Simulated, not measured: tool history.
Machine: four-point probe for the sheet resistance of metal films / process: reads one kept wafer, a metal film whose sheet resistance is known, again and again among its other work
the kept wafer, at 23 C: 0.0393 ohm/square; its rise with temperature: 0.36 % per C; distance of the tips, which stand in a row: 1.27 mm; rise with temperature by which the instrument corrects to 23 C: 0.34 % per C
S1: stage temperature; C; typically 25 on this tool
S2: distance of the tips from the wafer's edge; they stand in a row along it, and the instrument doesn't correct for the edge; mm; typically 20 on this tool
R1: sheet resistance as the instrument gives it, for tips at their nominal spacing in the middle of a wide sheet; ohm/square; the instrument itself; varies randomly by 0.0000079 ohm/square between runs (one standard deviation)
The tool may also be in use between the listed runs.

run 1 hour=0 | S1=25 S2=20 | R1=0.039411
run 2 hour=16.2 | S1=25 S2=20 | R1=0.039394
run 3 hour=36.5 | S1=25 S2=20 | R1=0.039401
run 4 hour=70.8 | S1=25 S2=20 | R1=0.039401
run 5 hour=86 | S1=25 S2=20 | R1=0.039405
run 6 hour=117.1 | S1=25 S2=20 | R1=0.0394
run 7 hour=151.4 | S1=23 S2=20 | R1=0.039389
run 8 hour=181.2 | S1=23 S2=31 | R1=0.039326
run 9 hour=210.4 | S1=25 S2=30 | R1=0.039351
run 10 hour=232.4 | S1=25 S2=12 | R1=0.039543
run 11 hour=259 | S1=30 S2=12 | R1=0.039573
run 12 hour=282.5 | S1=30 S2=12 | R1=0.039575
run 13 hour=306.7 | S1=30 S2=12 | R1=0.039585
run 14 hour=341.6 | S1=25 S2=5 | R1=0.040638
run 15 hour=367.5 | S1=25 S2=26 | R1=0.039372
run 16 hour=387.3 | S1=25 S2=26 | R1=0.039368
run 17 hour=407.1 | S1=25 S2=20 | R1=0.039397
run 18 hour=428.8 | S1=25 S2=20 | R1=0.039393
run 19 hour=444.1 | S1=25 S2=20 | R1=0.039395
run 20 hour=466.3 | S1=22 S2=20 | R1=0.039377
run 21 hour=485.2 | S1=22 S2=20 | R1=0.039389
run 22 hour=504.7 | S1=22 S2=20 | R1=0.03939
run 23 hour=532.8 | S1=25 S2=26 | R1=0.03937
run 24 hour=553.4 | S1=29 S2=26 | R1=0.039388
run 25 hour=580.5 | S1=29 S2=26 | R1=0.039379
run 26 hour=598.8 | S1=25 S2=13 | R1=0.039514
run 27 hour=615.8 | S1=25 S2=13 | R1=0.039522
run 28 hour=637.5 | S1=25 S2=13 | R1=0.039513
run 29 hour=670.2 | S1=20 S2=11 | R1=0.03957
run 30 hour=700.7 | S1=25 S2=19 | R1=0.039402
run 31 hour=715 | S1=22 S2=45 | R1=0.039301
run 32 hour=732.1 | S1=20 S2=6 | R1=0.040202
run 33 hour=753 | S1=20 S2=51 | R1=0.039291
run 34 hour=774.6 | S1=20 S2=51 | R1=0.039288
run 35 hour=796 | S1=24 S2=9 | R1=0.039724
run 36 hour=816.5 | S1=24 S2=9 | R1=0.03973
run 37 hour=839.8 | S1=25 S2=3 | R1=0.042753
run 38 hour=871.7 | S1=21 S2=3 | R1=0.042729
run 39 hour=898.9 | S1=33 S2=5 | R1=0.040671
run 40 hour=934.3 | S1=23 S2=7 | R1=0.039971
run 41 hour=951.2 | S1=23 S2=7 | R1=0.039993
run 42 hour=967.7 | S1=21 S2=3 | R1=0.042713
run 43 hour=998.2 | S1=18 S2=24 | R1=0.039331
run 44 hour=1023.1 | S1=21 S2=12 | R1=0.039517

Predict each of these 4 candidate next runs independently; none follows another, all start after run 44:
run A hour=1057.2 | S1=21 S2=9 | R1=?
run B hour=1057.2 | S1=33 S2=20 | R1=?
run C hour=1057.2 | S1=21 S2=44 | R1=?
run D hour=1057.2 | S1=26 S2=11 | R1=?

run=A R1=0.039699
run=B R1=0.039453
run=C R1=0.03931
run=D R1=0.039598
Take away the tool's hidden state, keep each run's random variation, and the runs would have read:
run=A R1=0.0397
run=B R1=0.039454
run=C R1=0.039312
run=D R1=0.0396
